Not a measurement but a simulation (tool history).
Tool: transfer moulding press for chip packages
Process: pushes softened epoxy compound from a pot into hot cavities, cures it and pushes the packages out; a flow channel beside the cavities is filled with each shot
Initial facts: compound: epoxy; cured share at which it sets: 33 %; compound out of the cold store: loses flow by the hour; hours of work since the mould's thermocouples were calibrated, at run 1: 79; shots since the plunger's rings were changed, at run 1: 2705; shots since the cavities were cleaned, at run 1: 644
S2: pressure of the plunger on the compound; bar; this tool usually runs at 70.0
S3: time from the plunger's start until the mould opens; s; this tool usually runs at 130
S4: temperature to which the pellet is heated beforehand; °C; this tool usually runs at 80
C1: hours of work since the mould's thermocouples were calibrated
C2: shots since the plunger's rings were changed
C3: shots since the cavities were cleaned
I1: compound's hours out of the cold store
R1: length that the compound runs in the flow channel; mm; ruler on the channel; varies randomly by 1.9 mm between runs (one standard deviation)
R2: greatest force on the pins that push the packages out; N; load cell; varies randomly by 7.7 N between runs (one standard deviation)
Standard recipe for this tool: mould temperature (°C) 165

run 1 hour=0.0 | mould_temperature_(°C)=165 S2=70.0 S3=130 S4=80 | C1=79 C2=2705 C3=644 | I1=33.0 | R1=590 R2=502
run 2 hour=4.2 | mould_temperature_(°C)=165 S2=70.0 S3=130 S4=80 | C1=82 C2=2746 C3=685 | I1=35.3 | R1=581 R2=494
-- hour=6.3 cavities cleaned with cleaning compound and waxed
run 3 hour=13.6 | mould_temperature_(°C)=165 S2=70.0 S3=165 S4=80 | C1=88 C2=2821 C3=70 | I1=22.2 | R1=624 R2=533
run 4 hour=18.9 | mould_temperature_(°C)=165 S2=70.0 S3=165 S4=74 | C1=91 C2=2872 C3=121 | I1=26.8 | R1=614 R2=554
run 5 hour=22.9 | mould_temperature_(°C)=165 S2=70.0 S3=165 S4=74 | C1=94 C2=2910 C3=159 | I1=8.7 | R1=680 R2=552
run 6 hour=32.5 | mould_temperature_(°C)=165 S2=70.0 S3=165 S4=74 | C1=101 C2=3002 C3=251 | I1=24.2 | R1=618 R2=546
run 7 hour=37.1 | mould_temperature_(°C)=165 S2=70.0 S3=165 S4=74 | C1=104 C2=3046 C3=295 | I1=46.0 | R1=544 R2=558
run 8 hour=41.2 | mould_temperature_(°C)=165 S2=70.0 S3=165 S4=74 | C1=107 C2=3085 C3=334 | I1=43.7 | R1=553 R2=557
-- hour=46.0 cavities cleaned with cleaning compound and waxed, once more
run 9 hour=48.9 | mould_temperature_(°C)=165 S2=70.0 S3=165 S4=74 | C1=111 C2=3145 C3=28 | I1=9.4 | R1=677 R2=288
run 10 hour=57.4 | mould_temperature_(°C)=165 S2=70.0 S3=165 S4=74 | C1=117 C2=3226 C3=109 | I1=17.7 | R1=640 R2=323
run 11 hour=66.9 | mould_temperature_(°C)=165 S2=70.0 S3=165 S4=74 | C1=124 C2=3317 C3=200 | I1=16.0 | R1=647 R2=361
run 12 hour=71.6 | mould_temperature_(°C)=165 S2=70.0 S3=165 S4=74 | C1=127 C2=3362 C3=245 | I1=8.6 | R1=674 R2=368
run 13 hour=77.9 | mould_temperature_(°C)=165 S2=70.0 S3=165 S4=71 | C1=131 C2=3422 C3=305 | I1=40.1 | R1=557 R2=388
run 14 hour=83.8 | mould_temperature_(°C)=165 S2=70.0 S3=165 S4=71 | C1=136 C2=3479 C3=362 | I1=29.2 | R1=595 R2=396
run 15 hour=92.4 | mould_temperature_(°C)=165 S2=70.0 S3=165 S4=71 | C1=142 C2=3561 C3=444 | I1=30.0 | R1=596 R2=402
run 16 hour=101.9 | mould_temperature_(°C)=165 S2=70.0 S3=132 S4=73 | C1=148 C2=3652 C3=535 | I1=35.1 | R1=571 R2=454
run 17 hour=106.1 | mould_temperature_(°C)=165 S2=86.7 S3=166 S4=80 | C1=151 C2=3692 C3=575 | I1=47.2 | R1=596 R2=418
run 18 hour=115.6 | mould_temperature_(°C)=165 S2=70.0 S3=118 S4=78 | C1=158 C2=3783 C3=666 | I1=25.6 | R1=603 R2=571
-- hour=119.4 cavities cleaned with cleaning compound and waxed
run 19 hour=121.6 | mould_temperature_(°C)=165 S2=70.0 S3=150 S4=80 | C1=161 C2=3826 C3=20 | I1=26.6 | R1=600 R2=302
run 20 hour=125.8 | mould_temperature_(°C)=166 S2=70.0 S3=152 S4=71 | C1=164 C2=3867 C3=61 | I1=36.8 | R1=562 R2=315
run 21 hour=131.3 | mould_temperature_(°C)=166 S2=70.0 S3=152 S4=71 | C1=168 C2=3919 C3=113 | I1=22.5 | R1=614 R2=334
run 22 hour=136.0 | mould_temperature_(°C)=166 S2=52.7 S3=152 S4=71 | C1=171 C2=3964 C3=158 | I1=30.8 | R1=507 R2=342
run 23 hour=143.5 | mould_temperature_(°C)=162 S2=63.6 S3=158 S4=80 | C1=176 C2=4036 C3=230 | I1=36.1 | R1=545 R2=383
run 24 hour=149.1 | mould_temperature_(°C)=162 S2=63.6 S3=158 S4=80 | C1=180 C2=4090 C3=284 | I1=28.9 | R1=570 R2=384
run 25 hour=156.1 | mould_temperature_(°C)=162 S2=63.6 S3=149 S4=80 | C1=185 C2=4157 C3=351 | I1=17.5 | R1=609 R2=439
-- hour=160.6 plunger's sealing rings changed
run 26 hour=165.9 | mould_temperature_(°C)=165 S2=70.0 S3=130 S4=80 | C1=190 C2=51 C3=421 | I1=42.6 | R1=587 R2=437
run 27 hour=172.0 | mould_temperature_(°C)=165 S2=70.0 S3=130 S4=89 | C1=194 C2=109 C3=479 | I1=13.4 | R1=690 R2=451
run 28 hour=178.0 | mould_temperature_(°C)=165 S2=70.0 S3=169 S4=80 | C1=199 C2=167 C3=537 | I1=29.0 | R1=632 R2=421
run 29 hour=186.2 | mould_temperature_(°C)=165 S2=52.3 S3=130 S4=80 | C1=204 C2=245 C3=615 | I1=10.7 | R1=604 R2=517

Here are 3 independent what-if runs from the current tool condition. What would each one return?
run A hour=192.8 | mould_temperature_(°C)=158 S2=70.5 S3=130 S4=78 | C1=209 C2=308 C3=678 | I1=14.4 | R1=? R2=?
run B hour=192.8 | mould_temperature_(°C)=165 S2=52.3 S3=169 S4=72 | C1=209 C2=308 C3=678 | I1=27.7 | R1=? R2=?
run C hour=192.8 | mould_temperature_(°C)=168 S2=70.0 S3=161 S4=80 | C1=209 C2=308 C3=678 | I1=33.5 | R1=? R2=?

run=A R1=706 R2=781
run=B R1=550 R2=453
run=C R1=605 R2=425
Take away the tool's hidden state, keep each run's random variation, and the runs would have read:
run=A R1=714 R2=515
run=B R1=557 R2=291
run=C R1=612 R2=271
